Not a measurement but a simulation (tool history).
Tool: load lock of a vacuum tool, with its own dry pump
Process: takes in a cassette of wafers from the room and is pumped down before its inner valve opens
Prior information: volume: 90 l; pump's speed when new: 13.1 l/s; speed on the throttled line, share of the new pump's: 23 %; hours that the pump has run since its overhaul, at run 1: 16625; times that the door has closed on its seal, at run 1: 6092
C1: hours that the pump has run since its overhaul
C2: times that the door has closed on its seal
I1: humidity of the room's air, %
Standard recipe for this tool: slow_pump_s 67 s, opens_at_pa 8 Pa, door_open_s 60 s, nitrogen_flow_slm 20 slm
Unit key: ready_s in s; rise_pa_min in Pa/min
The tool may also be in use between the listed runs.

Run 1, hour 0.0: usual settings; C1 16625; C2 6092; I1 42.7. Result: ready_s 123.6 s, rise_pa_min 0.122 Pa/min.
Run 2, hour 247.3: usual settings but door_open_s 63 s; C1 16872; C2 7251; I1 44.2. Result: ready_s 123.7 s, rise_pa_min 0.145 Pa/min.
Run 3, hour 467.1: usual settings; C1 17092; C2 8280; I1 46.6. Result: ready_s 123.2 s, rise_pa_min 0.173 Pa/min.
Run 4, hour 901.2: usual settings but slow_pump_s 84 s; C1 17526; C2 10314; I1 45.9. Result: ready_s 138.3 s, rise_pa_min 0.223 Pa/min.
Run 5, hour 1224.4: usual settings but slow_pump_s 84 s; C1 17850; C2 11828; I1 45.9. Result: ready_s 136.6 s, rise_pa_min 0.268 Pa/min.
Run 6, hour 1422.4: usual settings but slow_pump_s 84 s; C1 18048; C2 12756; I1 44.0. Result: ready_s 136.0 s, rise_pa_min 0.300 Pa/min.
Run 7, hour 1732.3: usual settings but door_open_s 67 s; C1 18357; C2 14208; I1 44.7. Result: ready_s 125.5 s, rise_pa_min 0.355 Pa/min.
Run 8, hour 1961.0: usual settings but door_open_s 67 s; C1 18586; C2 15280; I1 42.5. Result: ready_s 124.9 s, rise_pa_min 0.391 Pa/min.
Run 9, hour 2330.8: usual settings but slow_pump_s 89 s, opens_at_pa 14 Pa, door_open_s 34 s, nitrogen_flow_slm 22 slm; C1 18956; C2 17012; I1 46.1. Result: ready_s 138.1 s, rise_pa_min 0.451 Pa/min.
Run 10, hour 2671.0: usual settings but door_open_s 44 s, nitrogen_flow_slm 12 slm; C1 19296; C2 18606; I1 42.6. Result: ready_s 125.5 s, rise_pa_min 0.531 Pa/min.
Run 11, hour 3014.6: usual settings but door_open_s 44 s, nitrogen_flow_slm 12 slm; C1 19640; C2 20215; I1 44.3. Result: ready_s 125.4 s, rise_pa_min 0.603 Pa/min.
At hour 3321.4: door's seal changed, seat wiped.
Run 12, hour 3417.0: usual settings but slow_pump_s 51 s, door_open_s 115 s; C1 20041; C2 448; I1 46.2. Result: ready_s 113.9 s, rise_pa_min 0.033 Pa/min.

Run by run, hidden condition taken away, random variation retained:
Unlogged tool condition in this case: pump's speed, % of a new pump's; leak at the door's seal, Pa l/s; drift of the gauge itself on ready_s, %; drift of the gauge itself on rise_pa_min, %.
run  ready_s  rise_pa_min
  1    116.8        0.012
  2    116.9        0.011
  3    116.3        0.010
  4    131.7        0.020
  5    129.9        0.016
  6    129.3        0.016
  7    117.9        0.015
  8    117.3        0.014
  9    131.7        0.011
 10    117.6        0.019
 11    117.4        0.016
 12    105.3        0.028
